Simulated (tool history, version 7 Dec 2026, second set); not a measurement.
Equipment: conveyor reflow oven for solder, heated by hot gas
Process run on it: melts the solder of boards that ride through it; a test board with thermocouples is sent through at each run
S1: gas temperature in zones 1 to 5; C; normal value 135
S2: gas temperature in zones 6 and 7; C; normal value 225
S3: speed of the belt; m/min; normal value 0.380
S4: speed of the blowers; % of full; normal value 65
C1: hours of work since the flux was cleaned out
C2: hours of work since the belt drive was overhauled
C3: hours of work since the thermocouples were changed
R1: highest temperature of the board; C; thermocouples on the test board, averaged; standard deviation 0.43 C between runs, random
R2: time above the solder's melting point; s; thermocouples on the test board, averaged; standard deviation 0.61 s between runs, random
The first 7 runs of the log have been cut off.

run	hour	S1	S2	S3	S4	C1	C2	C3	R1	R2
8	92.4	135	225	0.457	65	284	269	735	205.3	53.8
9	109.5	135	225	0.457	65	293	278	745	205.4	54.0
10	127.5	135	225	0.457	65	303	288	754	206.1	54.0
11	138.7	135	225	0.457	65	309	294	761	206.4	53.4
12	151.3	135	225	0.457	63	316	301	768	205.5	52.7
13	160.2	135	225	0.457	63	321	306	772	205.8	52.7
14	177.8	135	225	0.457	63	331	316	782	205.1	53.1
15	191.9	135	225	0.457	63	338	324	790	204.9	51.9
# hour 205.4: flux residue cleaned out of gas plates and filters
16	213.7	135	225	0.457	63	5	333	799	205.2	53.3
17	232.1	135	225	0.457	76	15	343	809	208.8	59.8
18	245.5	145	219	0.405	50	22	350	817	202.0	59.8
19	259.7	145	219	0.405	50	30	358	824	201.9	59.3
20	278.7	132	219	0.362	54	40	369	835	204.7	66.1
21	293.0	133	225	0.328	78	48	376	843	217.2	98.9
22	308.2	135	213	0.391	73	56	385	851	202.1	61.2

Forecast run 23:
23	318.6	146	234	0.315	65	62	390	857	?	?

{"run 23": {"R1": 225.2, "R2": 117.0}}
If the tool had no hidden condition, the same run with the same run-to-run variation would have returned R1 225.2 C, R2 117.0 s.

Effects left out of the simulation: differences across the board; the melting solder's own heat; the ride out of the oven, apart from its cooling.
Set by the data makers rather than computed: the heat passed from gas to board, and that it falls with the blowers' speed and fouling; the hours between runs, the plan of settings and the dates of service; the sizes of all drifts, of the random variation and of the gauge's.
